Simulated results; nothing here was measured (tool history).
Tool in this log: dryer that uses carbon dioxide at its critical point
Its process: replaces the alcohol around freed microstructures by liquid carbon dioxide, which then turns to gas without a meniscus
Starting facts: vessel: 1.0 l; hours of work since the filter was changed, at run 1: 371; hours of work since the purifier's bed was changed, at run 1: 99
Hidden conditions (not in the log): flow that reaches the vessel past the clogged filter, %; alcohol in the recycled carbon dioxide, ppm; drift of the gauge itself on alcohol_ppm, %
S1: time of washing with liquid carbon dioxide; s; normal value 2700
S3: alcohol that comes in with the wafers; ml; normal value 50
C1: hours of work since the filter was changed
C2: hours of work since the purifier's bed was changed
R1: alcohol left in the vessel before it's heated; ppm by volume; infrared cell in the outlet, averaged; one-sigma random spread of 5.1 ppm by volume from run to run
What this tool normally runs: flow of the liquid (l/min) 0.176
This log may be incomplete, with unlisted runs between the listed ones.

{"run": 1, "day": 0.0, "S1": 2700, "flow of the liquid (l/min)": 0.176, "S3": 50, "C1": 371, "C2": 99, "R1": 125}
{"run": 2, "day": 0.546, "S1": 2700, "flow of the liquid (l/min)": 0.176, "S3": 82, "C1": 376, "C2": 103, "R1": 186}
{"run": 3, "day": 0.925, "S1": 2700, "flow of the liquid (l/min)": 0.176, "S3": 33, "C1": 379, "C2": 107, "R1": 100}
{"run": 4, "day": 1.242, "S1": 2700, "flow of the liquid (l/min)": 0.176, "S3": 33, "C1": 382, "C2": 109, "R1": 86}
{"run": 5, "day": 1.846, "S1": 2700, "flow of the liquid (l/min)": 0.176, "S3": 38, "C1": 386, "C2": 114, "R1": 107}
{"run": 6, "day": 2.275, "S1": 2700, "flow of the liquid (l/min)": 0.176, "S3": 38, "C1": 390, "C2": 118, "R1": 105}
{"run": 7, "day": 2.779, "S1": 2820, "flow of the liquid (l/min)": 0.275, "S3": 52, "C1": 394, "C2": 122, "R1": 25}
{"run": 8, "day": 3.296, "S1": 2100, "flow of the liquid (l/min)": 0.176, "S3": 53, "C1": 398, "C2": 126, "R1": 480}
{"run": 9, "day": 3.629, "S1": 2340, "flow of the liquid (l/min)": 0.199, "S3": 59, "C1": 401, "C2": 129, "R1": 177}
{"run": 10, "day": 3.904, "S1": 3120, "flow of the liquid (l/min)": 0.199, "S3": 36, "C1": 403, "C2": 131, "R1": 31}
{"run": 11, "day": 4.35, "S1": 3120, "flow of the liquid (l/min)": 0.199, "S3": 36, "C1": 407, "C2": 135, "R1": 45}
{"run": 12, "day": 4.767, "S1": 2940, "flow of the liquid (l/min)": 0.234, "S3": 25, "C1": 410, "C2": 138, "R1": 23}

Measured result minus the same run's result without the hidden state. Both carry the same run-to-run variation, though not necessarily the same gauge scatter:
run=1 R1=+63
run=2 R1=+95
run=3 R1=+50
run=4 R1=+48
run=5 R1=+57
run=6 R1=+55
run=7 R1=+20
run=8 R1=+196
run=9 R1=+86
run=10 R1=+27
run=11 R1=+27
run=12 R1=+22
